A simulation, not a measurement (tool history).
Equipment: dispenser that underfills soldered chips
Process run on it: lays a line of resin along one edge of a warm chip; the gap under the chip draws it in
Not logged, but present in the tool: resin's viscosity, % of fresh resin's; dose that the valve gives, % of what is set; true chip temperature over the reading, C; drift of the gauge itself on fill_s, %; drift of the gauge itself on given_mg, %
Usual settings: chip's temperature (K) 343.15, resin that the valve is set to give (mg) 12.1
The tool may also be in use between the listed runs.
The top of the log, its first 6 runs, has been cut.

run,hour,chip's temperature (K),resin that the valve is set to give (mg),hours of work since the syringe was changed,hours of work since the valve was cleaned,hours of work since the stage was calibrated,time until the resin shows at the far edge (s),resin that the valve gave (mg)
# hour 59.4: new syringe of resin
7,65.9,343.15,14.2,4,25,73,305.6,14.14
# hour 69.6: new syringe of resin
8,75.4,343.15,14.2,4,31,79,297.8,13.99
# hour 79.3: new syringe of resin
# hour 89.4: new syringe of resin
9,89.9,343.15,14.2,0,40,88,267.0,13.97
# hour 99.1: new syringe of resin
10,102.0,343.15,14.2,2,48,96,274.5,14.02
# hour 108.8: new syringe of resin
11,109.6,343.15,12.1,1,53,101,275.2,11.91
# hour 119.1: new syringe of resin
12,121.1,343.15,13.3,1,60,108,273.5,13.06
# hour 128.5: new syringe of resin
13,134.2,343.15,13.3,4,68,116,290.5,12.96
# hour 138.7: new syringe of resin
14,144.0,343.15,13.3,4,75,123,293.0,12.90
# hour 148.6: new syringe of resin
15,154.1,343.15,13.3,4,81,129,296.8,12.85
# hour 158.9: new syringe of resin
16,160.4,341.15,12.1,1,85,133,301.1,11.84
# hour 168.6: new syringe of resin
17,170.2,343.15,14.0,1,91,139,269.0,13.57
# hour 178.1: new syringe of resin
# hour 183.4: dispensing valve cleaned and set on the balance
18,183.4,337.15,10.9,3,0,147,363.3,10.94
# hour 188.7: new syringe of resin
19,193.1,332.15,12.1,3,6,153,423.8,12.10
# hour 199.2: new syringe of resin
20,206.3,332.15,12.1,5,15,162,459.4,11.94
# hour 209.3: new syringe of resin
21,215.4,345.15,10.7,4,20,167,299.2,10.59
# hour 218.7: new syringe of resin
# hour 228.6: new syringe of resin
22,228.6,342.15,11.8,0,29,176,279.9,11.61

Run 23 has not been measured yet. What should we expect?
# hour 238.1: new syringe of resin
23,238.1,342.15,11.8,0,35,182,?,?

time until the resin shows at the far edge (s): 283.0
resin that the valve gave (mg): 11.78
Take away the tool's hidden state, keep the run-to-run variation as it was, and the same run would have given time until the resin shows at the far edge (s) 285.1, resin that the valve gave (mg) 11.91.
